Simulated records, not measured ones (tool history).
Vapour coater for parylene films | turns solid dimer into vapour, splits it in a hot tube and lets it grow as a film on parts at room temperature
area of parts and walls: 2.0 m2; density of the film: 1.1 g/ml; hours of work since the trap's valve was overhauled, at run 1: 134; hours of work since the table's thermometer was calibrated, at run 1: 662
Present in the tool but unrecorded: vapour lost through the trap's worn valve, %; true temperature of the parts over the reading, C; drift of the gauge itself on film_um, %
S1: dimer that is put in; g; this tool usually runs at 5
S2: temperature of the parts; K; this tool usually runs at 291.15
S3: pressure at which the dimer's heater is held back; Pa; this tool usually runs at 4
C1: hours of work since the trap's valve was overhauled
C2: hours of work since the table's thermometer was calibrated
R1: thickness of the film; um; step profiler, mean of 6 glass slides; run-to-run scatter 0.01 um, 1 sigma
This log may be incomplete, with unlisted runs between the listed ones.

run     day  S1      S2  S3   C1   C2    R1
  1   0.000   5  291.15   4  134  662  1.16
  2   2.388   5  291.15   4  181  709  1.15
  3   3.917   5  298.15   4  211  739  0.86
  4   6.017   5  298.15   4  253  781  0.87
  5   7.717   5  298.15   4  287  814  0.86
  6  10.383   5  291.15   4  339  867  1.14
     11.858  -- trap's valve overhauled
  7  13.533   5  291.15   4   33  926  1.15
  8  15.146   5  291.15   4   65  958  1.15
     17.225  -- table's thermometer calibrated
  9  18.138   6  291.15   4  123   18  1.38
 10  20.596   6  291.15   4  172   67  1.38
 11  23.225   6  291.15   4  224  119  1.39
 12  25.829   6  291.15   4  276  170  1.39
 13  27.646   6  291.15   4  312  206  1.39

Run 14 is up next; what results do you expect?
     30.438  -- trap's valve overhauled
 14  30.438   6  291.15   4   0  258   ?

R1: 1.40 um
Without the tool's hidden state the same run would have given R1 1.40 um.
